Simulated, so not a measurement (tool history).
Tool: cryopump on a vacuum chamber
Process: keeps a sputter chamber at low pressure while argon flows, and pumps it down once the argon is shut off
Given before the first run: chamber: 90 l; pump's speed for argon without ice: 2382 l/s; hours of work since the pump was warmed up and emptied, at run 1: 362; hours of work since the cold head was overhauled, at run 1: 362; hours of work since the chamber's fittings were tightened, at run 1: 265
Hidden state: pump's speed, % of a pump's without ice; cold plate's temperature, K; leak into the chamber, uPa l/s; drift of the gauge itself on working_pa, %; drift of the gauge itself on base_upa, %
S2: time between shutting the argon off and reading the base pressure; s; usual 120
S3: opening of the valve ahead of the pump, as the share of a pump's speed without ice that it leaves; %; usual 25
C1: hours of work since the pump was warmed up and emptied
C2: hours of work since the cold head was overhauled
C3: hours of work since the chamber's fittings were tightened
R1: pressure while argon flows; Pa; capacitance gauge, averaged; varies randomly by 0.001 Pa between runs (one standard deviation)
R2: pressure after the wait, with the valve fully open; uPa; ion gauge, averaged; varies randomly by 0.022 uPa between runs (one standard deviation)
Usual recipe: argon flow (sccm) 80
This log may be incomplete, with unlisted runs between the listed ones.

run 1 day=0.000 | argon_flow_(sccm)=80 S2=120 S3=25 | C1=362 C2=362 C3=265 | R1=0.2400 R2=0.76
run 2 day=2.317 | argon_flow_(sccm)=80 S2=120 S3=25 | C1=393 C2=393 C3=296 | R1=0.2394 R2=0.83
run 3 day=3.500 | argon_flow_(sccm)=80 S2=23 S3=25 | C1=409 C2=409 C3=312 | R1=0.2398 R2=2.66
run 4 day=4.983 | argon_flow_(sccm)=80 S2=120 S3=25 | C1=428 C2=428 C3=332 | R1=0.2380 R2=0.84
run 5 day=5.992 | argon_flow_(sccm)=80 S2=120 S3=25 | C1=442 C2=442 C3=345 | R1=0.2416 R2=0.82
run 6 day=7.217 | argon_flow_(sccm)=50 S2=120 S3=25 | C1=458 C2=458 C3=362 | R1=0.1491 R2=0.79
run 7 day=8.392 | argon_flow_(sccm)=80 S2=120 S3=39 | C1=474 C2=474 C3=378 | R1=0.1603 R2=0.82
run 8 day=10.096 | argon_flow_(sccm)=80 S2=46 S3=39 | C1=497 C2=497 C3=401 | R1=0.1606 R2=1.57
run 9 day=11.625 | argon_flow_(sccm)=80 S2=120 S3=25 | C1=517 C2=517 C3=421 | R1=0.2444 R2=0.86
run 10 day=13.746 | argon_flow_(sccm)=80 S2=120 S3=25 | C1=546 C2=546 C3=449 | R1=0.2439 R2=0.92
run 11 day=15.417 | argon_flow_(sccm)=80 S2=120 S3=25 | C1=568 C2=568 C3=472 | R1=0.2460 R2=0.97
run 12 day=17.717 | argon_flow_(sccm)=80 S2=21 S3=25 | C1=599 C2=599 C3=503 | R1=0.2449 R2=2.97
run 13 day=18.808 | argon_flow_(sccm)=80 S2=120 S3=41 | C1=614 C2=614 C3=517 | R1=0.1586 R2=0.96
run 14 day=20.654 | argon_flow_(sccm)=80 S2=120 S3=46 | C1=639 C2=639 C3=542 | R1=0.1426 R2=0.99
run 15 day=22.208 | argon_flow_(sccm)=80 S2=66 S3=25 | C1=659 C2=659 C3=563 | R1=0.2496 R2=1.35
-- day=23.475 pump warmed up, emptied and cooled again
run 16 day=23.850 | argon_flow_(sccm)=80 S2=66 S3=25 | C1=5 C2=679 C3=582 | R1=0.2292 R2=1.26
run 17 day=26.021 | argon_flow_(sccm)=80 S2=66 S3=25 | C1=34 C2=708 C3=611 | R1=0.2304 R2=1.28
run 18 day=27.575 | argon_flow_(sccm)=80 S2=66 S3=20 | C1=55 C2=728 C3=632 | R1=0.2874 R2=1.32
run 19 day=28.754 | argon_flow_(sccm)=80 S2=66 S3=20 | C1=71 C2=744 C3=648 | R1=0.2857 R2=1.28
run 20 day=29.800 | argon_flow_(sccm)=156 S2=120 S3=26 | C1=85 C2=758 C3=662 | R1=0.4326 R2=0.95
run 21 day=31.396 | argon_flow_(sccm)=156 S2=120 S3=26 | C1=106 C2=780 C3=683 | R1=0.4321 R2=0.96
run 22 day=32.650 | argon_flow_(sccm)=101 S2=23 S3=25 | C1=123 C2=797 C3=700 | R1=0.2918 R2=2.83
run 23 day=34.788 | argon_flow_(sccm)=43 S2=28 S3=38 | C1=152 C2=825 C3=729 | R1=0.0825 R2=2.48
run 24 day=37.129 | argon_flow_(sccm)=43 S2=45 S3=38 | C1=183 C2=857 C3=760 | R1=0.0833 R2=1.70
run 25 day=38.512 | argon_flow_(sccm)=80 S2=38 S3=16 | C1=202 C2=875 C3=779 | R1=0.3582 R2=2.00
run 26 day=39.729 | argon_flow_(sccm)=76 S2=121 S3=25 | C1=218 C2=891 C3=795 | R1=0.2247 R2=1.02
run 27 day=42.012 | argon_flow_(sccm)=76 S2=121 S3=25 | C1=249 C2=922 C3=826 | R1=0.2224 R2=1.00
run 28 day=43.542 | argon_flow_(sccm)=76 S2=121 S3=25 | C1=269 C2=943 C3=846 | R1=0.2223 R2=1.06
run 29 day=44.796 | argon_flow_(sccm)=60 S2=121 S3=42 | C1=286 C2=959 C3=863 | R1=0.1074 R2=1.11
run 30 day=46.917 | argon_flow_(sccm)=60 S2=45 S3=21 | C1=314 C2=988 C3=891 | R1=0.2121 R2=1.84
run 31 day=47.983 | argon_flow_(sccm)=80 S2=80 S3=45 | C1=329 C2=1002 C3=906 | R1=0.1369 R2=1.33
run 32 day=50.179 | argon_flow_(sccm)=80 S2=80 S3=45 | C1=358 C2=1032 C3=935 | R1=0.1362 R2=1.42
run 33 day=52.538 | argon_flow_(sccm)=80 S2=25 S3=24 | C1=390 C2=1063 C3=967 | R1=0.2487 R2=2.91
run 34 day=54.758 | argon_flow_(sccm)=90 S2=120 S3=25 | C1=419 C2=1093 C3=996 | R1=0.2702 R2=1.18

Measured less the same run without the tool's hidden state. The same run-to-run variation is in both; the gauge's scatter may not be:
run=1 R1=+0.0103 R2=+0.21
run=2 R1=+0.0113 R2=+0.23
run=3 R1=+0.0119 R2=+0.25
run=4 R1=+0.0125 R2=+0.27
run=5 R1=+0.0131 R2=+0.27
run=6 R1=+0.0085 R2=+0.29
run=7 R1=+0.0142 R2=+0.30
run=8 R1=+0.0150 R2=+0.32
run=9 R1=+0.0158 R2=+0.33
run=10 R1=+0.0168 R2=+0.36
run=11 R1=+0.0178 R2=+0.37
run=12 R1=+0.0191 R2=+0.41
run=13 R1=+0.0197 R2=+0.42
run=14 R1=+0.0207 R2=+0.45
run=15 R1=+0.0218 R2=+0.46
run=16 R1=+0.0010 R2=+0.33
run=17 R1=+0.0018 R2=+0.35
run=18 R1=+0.0023 R2=+0.36
run=19 R1=+0.0027 R2=+0.36
run=20 R1=+0.0062 R2=+0.39
run=21 R1=+0.0072 R2=+0.39
run=22 R1=+0.0052 R2=+0.41
run=23 R1=+0.0027 R2=+0.44
run=24 R1=+0.0032 R2=+0.45
run=25 R1=+0.0064 R2=+0.47
run=26 R1=+0.0066 R2=+0.48
run=27 R1=+0.0074 R2=+0.51
run=28 R1=+0.0079 R2=+0.53
run=29 R1=+0.0067 R2=+0.54
run=30 R1=+0.0074 R2=+0.57
run=31 R1=+0.0103 R2=+0.57
run=32 R1=+0.0112 R2=+0.61
run=33 R1=+0.0124 R2=+0.65
run=34 R1=+0.0151 R2=+0.66
